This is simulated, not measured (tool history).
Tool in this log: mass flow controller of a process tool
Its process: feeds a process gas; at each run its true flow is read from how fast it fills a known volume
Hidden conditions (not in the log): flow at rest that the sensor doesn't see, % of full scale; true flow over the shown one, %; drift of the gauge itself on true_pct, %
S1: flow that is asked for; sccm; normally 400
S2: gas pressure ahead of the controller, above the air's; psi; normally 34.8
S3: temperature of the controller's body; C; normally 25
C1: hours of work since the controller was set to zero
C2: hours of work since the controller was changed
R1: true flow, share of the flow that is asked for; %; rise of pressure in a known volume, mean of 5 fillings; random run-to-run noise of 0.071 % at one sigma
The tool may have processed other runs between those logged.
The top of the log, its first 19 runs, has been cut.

{"run": 20, "hour": 1115.8, "S1": 383, "S2": 40.5, "S3": 34, "C1": 369, "C2": 369, "R1": 98.95}
{"run": 21, "hour": 1155.7, "S1": 91, "S2": 23.9, "S3": 25, "C1": 381, "C2": 381, "R1": 99.95}
{"run": 22, "hour": 1243.9, "S1": 91, "S2": 23.9, "S3": 25, "C1": 409, "C2": 409, "R1": 100.0}
{"run": 23, "hour": 1293.9, "S1": 91, "S2": 23.9, "S3": 25, "C1": 424, "C2": 424, "R1": 100.15}
{"run": 24, "hour": 1358.3, "S1": 400, "S2": 23.1, "S3": 25, "C1": 444, "C2": 444, "R1": 99.9}
{"run": 25, "hour": 1412.4, "S1": 400, "S2": 40.5, "S3": 26, "C1": 461, "C2": 461, "R1": 99.7}
{"run": 26, "hour": 1465.2, "S1": 400, "S2": 25.5, "S3": 31, "C1": 477, "C2": 477, "R1": 99.45}
{"run": 27, "hour": 1511.7, "S1": 276, "S2": 34.8, "S3": 21, "C1": 492, "C2": 492, "R1": 100.08}
{"run": 28, "hour": 1582.3, "S1": 189, "S2": 34.8, "S3": 25, "C1": 514, "C2": 514, "R1": 99.82}
{"run": 29, "hour": 1636.9, "S1": 189, "S2": 29.3, "S3": 25, "C1": 531, "C2": 531, "R1": 99.88}
{"run": 30, "hour": 1717.6, "S1": 117, "S2": 20.7, "S3": 23, "C1": 556, "C2": 556, "R1": 100.26}

Alternative continuations, all from the tool just after run 30; predict every row:
{"run": "A", "hour": 1783.6, "S1": 160, "S2": 34.8, "S3": 32, "C1": 576, "C2": 576, "R1": "?"}
{"run": "B", "hour": 1783.6, "S1": 400, "S2": 34.8, "S3": 24, "C1": 576, "C2": 576, "R1": "?"}
{"run": "C", "hour": 1783.6, "S1": 286, "S2": 26.4, "S3": 29, "C1": 576, "C2": 576, "R1": "?"}

run=A R1=99.34
run=B R1=99.90
run=C R1=99.60
Take away the tool's hidden state, keep each run's random variation, and the runs would have read:
run=A R1=99.12
run=B R1=99.89
run=C R1=99.53
